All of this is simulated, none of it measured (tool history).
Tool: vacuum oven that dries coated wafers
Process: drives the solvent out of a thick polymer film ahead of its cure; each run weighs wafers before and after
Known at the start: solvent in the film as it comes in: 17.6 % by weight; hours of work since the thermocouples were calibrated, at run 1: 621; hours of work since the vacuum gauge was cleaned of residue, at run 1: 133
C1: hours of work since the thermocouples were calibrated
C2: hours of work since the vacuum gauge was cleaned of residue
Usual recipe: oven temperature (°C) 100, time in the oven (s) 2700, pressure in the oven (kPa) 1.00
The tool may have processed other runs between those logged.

{"run": 1, "hour": 0.0, "oven temperature (°C)": 100, "time in the oven (s)": 2700, "pressure in the oven (kPa)": 1.0, "C1": 621, "C2": 133, "solvent left in the film (%)": 1.57}
{"run": 2, "hour": 11.2, "oven temperature (°C)": 100, "time in the oven (s)": 2700, "pressure in the oven (kPa)": 1.0, "C1": 627, "C2": 139, "solvent left in the film (%)": 1.55}
{"run": 3, "hour": 23.5, "oven temperature (°C)": 106, "time in the oven (s)": 2700, "pressure in the oven (kPa)": 1.0, "C1": 634, "C2": 146, "solvent left in the film (%)": 0.92}
{"run": 4, "hour": 36.7, "oven temperature (°C)": 106, "time in the oven (s)": 2700, "pressure in the oven (kPa)": 1.0, "C1": 641, "C2": 153, "solvent left in the film (%)": 1.01}
{"run": 5, "hour": 49.8, "oven temperature (°C)": 100, "time in the oven (s)": 2700, "pressure in the oven (kPa)": 2.41, "C1": 648, "C2": 160, "solvent left in the film (%)": 2.87}
{"run": 6, "hour": 63.2, "oven temperature (°C)": 100, "time in the oven (s)": 2700, "pressure in the oven (kPa)": 2.41, "C1": 656, "C2": 168, "solvent left in the film (%)": 2.92}
{"run": 7, "hour": 70.4, "oven temperature (°C)": 100, "time in the oven (s)": 2700, "pressure in the oven (kPa)": 2.41, "C1": 660, "C2": 172, "solvent left in the film (%)": 2.81}
{"run": 8, "hour": 81.2, "oven temperature (°C)": 100, "time in the oven (s)": 2700, "pressure in the oven (kPa)": 2.41, "C1": 666, "C2": 178, "solvent left in the film (%)": 2.89}
{"run": 9, "hour": 92.4, "oven temperature (°C)": 100, "time in the oven (s)": 2700, "pressure in the oven (kPa)": 2.41, "C1": 672, "C2": 184, "solvent left in the film (%)": 2.85}
{"run": 10, "hour": 100.7, "oven temperature (°C)": 103, "time in the oven (s)": 2700, "pressure in the oven (kPa)": 1.0, "C1": 676, "C2": 188, "solvent left in the film (%)": 1.18}
{"run": 11, "hour": 111.2, "oven temperature (°C)": 100, "time in the oven (s)": 2700, "pressure in the oven (kPa)": 1.0, "C1": 682, "C2": 194, "solvent left in the film (%)": 1.66}
{"run": 12, "hour": 122.7, "oven temperature (°C)": 100, "time in the oven (s)": 4800, "pressure in the oven (kPa)": 1.0, "C1": 688, "C2": 200, "solvent left in the film (%)": 1.02}
{"run": 13, "hour": 128.8, "oven temperature (°C)": 100, "time in the oven (s)": 4800, "pressure in the oven (kPa)": 1.0, "C1": 692, "C2": 204, "solvent left in the film (%)": 1.03}
{"hour": 134.1, "done": "oven's thermocouples calibrated"}
{"run": 14, "hour": 140.2, "oven temperature (°C)": 100, "time in the oven (s)": 4800, "pressure in the oven (kPa)": 1.0, "C1": 3, "C2": 209, "solvent left in the film (%)": 1.0}
{"run": 15, "hour": 148.2, "oven temperature (°C)": 100, "time in the oven (s)": 4800, "pressure in the oven (kPa)": 1.0, "C1": 8, "C2": 213, "solvent left in the film (%)": 0.94}
{"run": 16, "hour": 159.9, "oven temperature (°C)": 100, "time in the oven (s)": 4800, "pressure in the oven (kPa)": 1.0, "C1": 14, "C2": 220, "solvent left in the film (%)": 0.94}
{"run": 17, "hour": 165.9, "oven temperature (°C)": 111, "time in the oven (s)": 2700, "pressure in the oven (kPa)": 1.0, "C1": 17, "C2": 223, "solvent left in the film (%)": 0.66}
{"run": 18, "hour": 175.5, "oven temperature (°C)": 111, "time in the oven (s)": 2700, "pressure in the oven (kPa)": 1.0, "C1": 23, "C2": 228, "solvent left in the film (%)": 0.69}
{"run": 19, "hour": 184.5, "oven temperature (°C)": 111, "time in the oven (s)": 2700, "pressure in the oven (kPa)": 1.0, "C1": 28, "C2": 233, "solvent left in the film (%)": 0.65}
{"run": 20, "hour": 193.1, "oven temperature (°C)": 111, "time in the oven (s)": 2700, "pressure in the oven (kPa)": 1.0, "C1": 32, "C2": 238, "solvent left in the film (%)": 0.75}
{"run": 21, "hour": 205.9, "oven temperature (°C)": 111, "time in the oven (s)": 2700, "pressure in the oven (kPa)": 1.0, "C1": 39, "C2": 245, "solvent left in the film (%)": 0.75}
{"run": 22, "hour": 214.6, "oven temperature (°C)": 90, "time in the oven (s)": 2580, "pressure in the oven (kPa)": 1.06, "C1": 44, "C2": 250, "solvent left in the film (%)": 4.3}
{"run": 23, "hour": 222.2, "oven temperature (°C)": 103, "time in the oven (s)": 2700, "pressure in the oven (kPa)": 0.62, "C1": 48, "C2": 254, "solvent left in the film (%)": 0.87}
{"run": 24, "hour": 228.8, "oven temperature (°C)": 94, "time in the oven (s)": 3480, "pressure in the oven (kPa)": 1.46, "C1": 52, "C2": 257, "solvent left in the film (%)": 2.44}
{"run": 25, "hour": 236.1, "oven temperature (°C)": 94, "time in the oven (s)": 3480, "pressure in the oven (kPa)": 1.46, "C1": 56, "C2": 261, "solvent left in the film (%)": 2.61}
{"run": 26, "hour": 248.2, "oven temperature (°C)": 100, "time in the oven (s)": 4140, "pressure in the oven (kPa)": 1.0, "C1": 63, "C2": 268, "solvent left in the film (%)": 1.18}
{"run": 27, "hour": 259.6, "oven temperature (°C)": 97, "time in the oven (s)": 2460, "pressure in the oven (kPa)": 0.74, "C1": 69, "C2": 274, "solvent left in the film (%)": 2.08}
{"run": 28, "hour": 268.4, "oven temperature (°C)": 102, "time in the oven (s)": 1620, "pressure in the oven (kPa)": 1.0, "C1": 74, "C2": 279, "solvent left in the film (%)": 2.3}
{"run": 29, "hour": 281.5, "oven temperature (°C)": 92, "time in the oven (s)": 3780, "pressure in the oven (kPa)": 0.68, "C1": 81, "C2": 286, "solvent left in the film (%)": 1.95}
{"run": 30, "hour": 294.3, "oven temperature (°C)": 92, "time in the oven (s)": 3780, "pressure in the oven (kPa)": 0.68, "C1": 88, "C2": 293, "solvent left in the film (%)": 2.02}
{"run": 31, "hour": 305.5, "oven temperature (°C)": 100, "time in the oven (s)": 4680, "pressure in the oven (kPa)": 0.82, "C1": 94, "C2": 300, "solvent left in the film (%)": 0.87}
{"run": 32, "hour": 316.7, "oven temperature (°C)": 110, "time in the oven (s)": 4680, "pressure in the oven (kPa)": 0.82, "C1": 100, "C2": 306, "solvent left in the film (%)": 0.56}
{"run": 33, "hour": 328.9, "oven temperature (°C)": 103, "time in the oven (s)": 1680, "pressure in the oven (kPa)": 0.96, "C1": 107, "C2": 312, "solvent left in the film (%)": 2.02}
{"run": 34, "hour": 337.5, "oven temperature (°C)": 104, "time in the oven (s)": 3540, "pressure in the oven (kPa)": 3.35, "C1": 112, "C2": 317, "solvent left in the film (%)": 2.75}
{"run": 35, "hour": 350.6, "oven temperature (°C)": 104, "time in the oven (s)": 3540, "pressure in the oven (kPa)": 3.35, "C1": 119, "C2": 324, "solvent left in the film (%)": 2.74}
{"run": 36, "hour": 363.9, "oven temperature (°C)": 104, "time in the oven (s)": 3540, "pressure in the oven (kPa)": 3.35, "C1": 126, "C2": 332, "solvent left in the film (%)": 2.84}
{"run": 37, "hour": 371.2, "oven temperature (°C)": 114, "time in the oven (s)": 2700, "pressure in the oven (kPa)": 1.0, "C1": 130, "C2": 336, "solvent left in the film (%)": 0.66}
{"run": 38, "hour": 382.9, "oven temperature (°C)": 114, "time in the oven (s)": 2700, "pressure in the oven (kPa)": 1.0, "C1": 136, "C2": 342, "solvent left in the film (%)": 0.59}

Alternative continuations, all from the tool just after run 38; predict every row:
{"run": "A", "hour": 391.4, "oven temperature (°C)": 96, "time in the oven (s)": 3480, "pressure in the oven (kPa)": 3.52, "C1": 141, "C2": 347, "solvent left in the film (%)": "?"}
{"run": "B", "hour": 391.4, "oven temperature (°C)": 100, "time in the oven (s)": 2700, "pressure in the oven (kPa)": 1.5, "C1": 141, "C2": 347, "solvent left in the film (%)": "?"}
{"run": "C", "hour": 391.4, "oven temperature (°C)": 113, "time in the oven (s)": 2280, "pressure in the oven (kPa)": 3.61, "C1": 141, "C2": 347, "solvent left in the film (%)": "?"}

run=A solvent_left_in_the_film_(%)=4.26
run=B solvent_left_in_the_film_(%)=1.99
run=C solvent_left_in_the_film_(%)=2.20
Without the tool's hidden state the same runs would have given:
run=A solvent_left_in_the_film_(%)=4.14
run=B solvent_left_in_the_film_(%)=1.89
run=C solvent_left_in_the_film_(%)=2.13
